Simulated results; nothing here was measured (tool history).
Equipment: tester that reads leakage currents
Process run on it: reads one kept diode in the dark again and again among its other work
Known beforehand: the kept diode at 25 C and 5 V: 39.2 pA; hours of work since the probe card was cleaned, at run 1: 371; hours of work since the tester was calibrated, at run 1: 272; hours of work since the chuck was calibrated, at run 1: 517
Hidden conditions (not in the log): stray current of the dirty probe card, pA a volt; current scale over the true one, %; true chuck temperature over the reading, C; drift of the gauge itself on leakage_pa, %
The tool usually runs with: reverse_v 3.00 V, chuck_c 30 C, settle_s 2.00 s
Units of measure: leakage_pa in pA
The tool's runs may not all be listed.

| run | hour | reverse_v | chuck_c | settle_s | hours of work since the probe card was cleaned | hours of work since the tester was calibrated | hours of work since the chuck was calibrated | leakage_pa |
|---|---|---|---|---|---|---|---|---|
| 1 | 0.0 | 3.00 | 30 | 2.00 | 371 | 272 | 517 | 57.65 |
|  | 24.0 | chuck's temperature calibrated |
| 2 | 40.7 | 3.00 | 30 | 2.00 | 395 | 296 | 10 | 49.10 |
| 3 | 65.8 | 3.00 | 30 | 2.00 | 410 | 311 | 26 | 49.59 |
| 4 | 89.5 | 3.00 | 30 | 2.00 | 425 | 326 | 40 | 49.74 |
| 5 | 112.2 | 3.00 | 30 | 7.45 | 439 | 340 | 54 | 49.58 |
| 6 | 134.5 | 3.00 | 30 | 7.45 | 452 | 353 | 68 | 50.22 |
| 7 | 162.2 | 3.00 | 30 | 0.86 | 469 | 370 | 85 | 51.50 |
| 8 | 202.9 | 3.00 | 30 | 2.00 | 494 | 395 | 110 | 51.32 |
| 9 | 242.6 | 3.00 | 30 | 2.00 | 519 | 419 | 134 | 51.98 |
| 10 | 277.3 | 3.00 | 30 | 2.00 | 540 | 441 | 155 | 52.23 |
| 11 | 320.4 | 3.00 | 30 | 2.00 | 566 | 467 | 182 | 53.12 |
| 12 | 357.3 | 3.00 | 30 | 0.39 | 589 | 490 | 204 | 55.99 |
| 13 | 386.7 | 1.36 | 30 | 2.00 | 607 | 508 | 222 | 37.88 |
| 14 | 412.3 | 1.36 | 30 | 2.00 | 622 | 523 | 238 | 38.28 |
| 15 | 442.4 | 14.35 | 30 | 2.00 | 641 | 542 | 256 | 116.54 |
| 16 | 481.0 | 3.00 | 30 | 2.00 | 665 | 566 | 280 | 55.33 |
| 17 | 507.4 | 3.00 | 30 | 2.00 | 681 | 582 | 296 | 55.63 |
| 18 | 528.4 | 3.00 | 30 | 2.00 | 694 | 595 | 309 | 56.09 |
| 19 | 548.2 | 3.00 | 30 | 2.00 | 706 | 607 | 321 | 56.44 |
| 20 | 577.0 | 3.00 | 30 | 2.00 | 723 | 624 | 339 | 56.65 |
| 21 | 617.1 | 11.48 | 41 | 6.31 | 748 | 649 | 363 | 205.62 |
| 22 | 653.1 | 8.32 | 22 | 6.31 | 770 | 671 | 385 | 58.73 |
| 23 | 677.2 | 8.32 | 22 | 6.31 | 785 | 686 | 400 | 59.55 |
| 24 | 696.1 | 1.22 | 54 | 7.41 | 796 | 697 | 412 | 174.62 |
| 25 | 718.3 | 11.67 | 21 | 1.55 | 810 | 711 | 425 | 71.31 |
| 26 | 742.9 | 19.32 | 24 | 1.80 | 825 | 726 | 440 | 113.22 |
| 27 | 776.2 | 5.32 | 24 | 7.92 | 845 | 746 | 461 | 54.06 |
| 28 | 800.3 | 5.32 | 58 | 7.92 | 860 | 761 | 476 | 412.92 |
| 29 | 832.2 | 1.51 | 21 | 0.79 | 880 | 781 | 495 | 25.13 |
| 30 | 864.7 | 7.31 | 30 | 2.00 | 900 | 801 | 515 | 93.57 |
|  | 890.8 | chuck's temperature calibrated |
| 31 | 891.0 | 5.38 | 53 | 2.00 | 915 | 815 | 0 | 272.58 |
| 32 | 918.8 | 5.38 | 53 | 2.00 | 932 | 833 | 17 | 275.08 |
| 33 | 949.5 | 5.38 | 31 | 2.00 | 950 | 851 | 36 | 75.26 |
| 34 | 982.5 | 11.39 | 30 | 2.00 | 971 | 872 | 56 | 105.63 |
| 35 | 1015.3 | 11.39 | 30 | 2.00 | 991 | 892 | 76 | 106.86 |
| 36 | 1043.6 | 1.08 | 35 | 5.23 | 1008 | 909 | 94 | 46.53 |
| 37 | 1081.5 | 1.08 | 35 | 5.23 | 1031 | 932 | 117 | 47.14 |
| 38 | 1106.7 | 8.76 | 35 | 1.40 | 1047 | 948 | 132 | 126.26 |
| 39 | 1150.9 | 8.76 | 35 | 1.40 | 1074 | 975 | 159 | 128.10 |
| 40 | 1186.7 | 3.82 | 35 | 0.31 | 1096 | 997 | 181 | 89.46 |

How would selected steps in leakage_pa from run to run divide? Give the signed amount a tool lacking its hidden state would still show from settings, what came in and random variation, and the signed amount left for the hidden state, including any gauge scatter that is not in both of the compared results.
Run 26 -> 27: reverse_v 19.32 -> 5.32, settle_s 1.80 -> 7.92. leakage_pa -59.16 pA: hidden state -29.46, all else -29.70.
Run 27 -> 28: chuck_c 24 -> 58. leakage_pa +358.86 pA: hidden state +42.46, all else +316.40.
Run 28 -> 29: reverse_v 5.32 -> 1.51, chuck_c 58 -> 21, settle_s 7.92 -> 0.79. leakage_pa -387.79 pA: hidden state -52.47, all else -335.32.
Run 32 -> 33: chuck_c 53 -> 31. leakage_pa -199.82 pA: hidden state +0.57, all else -200.39.
